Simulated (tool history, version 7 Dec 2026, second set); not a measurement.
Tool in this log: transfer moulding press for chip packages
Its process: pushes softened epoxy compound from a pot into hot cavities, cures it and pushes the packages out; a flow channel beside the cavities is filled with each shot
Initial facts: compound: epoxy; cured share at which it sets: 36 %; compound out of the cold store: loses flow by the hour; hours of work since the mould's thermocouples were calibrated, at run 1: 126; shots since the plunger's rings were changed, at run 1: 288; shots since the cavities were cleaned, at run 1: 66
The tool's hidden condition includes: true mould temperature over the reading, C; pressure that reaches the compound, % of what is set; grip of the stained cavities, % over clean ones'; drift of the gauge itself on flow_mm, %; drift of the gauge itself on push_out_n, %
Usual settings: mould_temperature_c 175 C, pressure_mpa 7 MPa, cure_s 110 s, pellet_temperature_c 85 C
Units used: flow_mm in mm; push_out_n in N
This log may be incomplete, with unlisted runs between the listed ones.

run	hour	mould_temperature_c	pressure_mpa	cure_s	pellet_temperature_c	hours of work since the mould's thermocouples were calibrated	shots since the plunger's rings were changed	shots since the cavities were cleaned	incoming compound's hours out of the cold store	flow_mm	push_out_n
1	0	175	7	110	85	126	288	66	33.9	849	447
2	6.8	175	7	110	85	129	352	130	8.3	985	482
3	17.7	175	7	110	85	135	453	231	17.5	934	492
4	30.4	175	7	110	85	141	570	348	47.3	777	505
# hour 42.9: cavities cleaned with cleaning compound and waxed
5	45.9	175	7	110	85	148	701	28	14.5	940	624
6	56	175	7	138	85	153	794	121	31.5	847	517
7	64.5	175	7.03	138	85	158	873	200	20.5	908	534
8	71	175	7.03	138	85	161	934	261	35.8	832	536
# hour 77.9: cavities cleaned with cleaning compound and waxed, once more
9	80.2	175	7.03	138	85	165	1006	22	13.8	943	372
10	91.3	175	7.03	138	85	171	1109	125	46.2	780	396
11	99.9	175	7.03	138	85	175	1188	204	15.2	935	415
12	113.3	175	7.03	138	85	182	1313	329	23.6	885	438
# hour 127.5: cavities cleaned with cleaning compound and waxed
13	128	175	7	110	85	189	1435	4	18.6	910	428
14	135.2	175	7	95	85	192	1502	71	34.3	824	566
15	144.9	175	7	148	85	197	1592	161	15.8	928	393
16	155.8	175	5.56	110	85	203	1694	263	21.3	795	494
17	162	175	7.58	110	86	206	1751	320	22.8	919	506
18	174.2	169	6.09	131	86	212	1864	433	23.2	831	549
# hour 177.6: cavities cleaned with cleaning compound and waxed
19	181.5	169	6.88	131	90	215	1918	36	8.4	960	466
20	188.7	175	7	110	85	219	1985	103	26	859	450
21	202	172	7	120	85	226	2109	227	10.9	944	514
22	214.2	172	7	120	85	232	2222	340	10.6	950	542
23	220.2	172	7	120	85	235	2278	396	28.1	852	533
# hour 227.2: cavities cleaned with cleaning compound and waxed
24	234.2	171	7	129	85	242	2394	65	11.3	940	448
25	244.5	171	8.59	136	79	247	2489	160	23.2	971	431
26	257.8	175	7	134	85	254	2613	284	31.4	825	435
27	264.7	179	8.32	119	90	257	2677	348	46.5	815	437
28	274.8	183	7	110	85	262	2771	442	27.2	831	464

Difference, measured minus no-hidden-state, one row per run. Run-to-run variation is common to both terms; the gauge's own scatter need not be:
run	flow_mm	push_out_n
1	-5	+25
2	-7	+44
3	-8	+69
4	-8	+91
5	-11	+184
6	-12	+159
7	-14	+168
8	-14	+172
9	-17	+7
10	-16	+33
11	-19	+52
12	-20	+76
13	-23	+1
14	-21	+26
15	-26	+40
16	-24	+71
17	-28	+84
18	-27	+112
19	-33	+14
20	-31	+33
21	-35	+68
22	-37	+94
23	-34	+104
24	-40	+22
25	-43	+44
26	-38	+71
27	-39	+81
28	-41	+99

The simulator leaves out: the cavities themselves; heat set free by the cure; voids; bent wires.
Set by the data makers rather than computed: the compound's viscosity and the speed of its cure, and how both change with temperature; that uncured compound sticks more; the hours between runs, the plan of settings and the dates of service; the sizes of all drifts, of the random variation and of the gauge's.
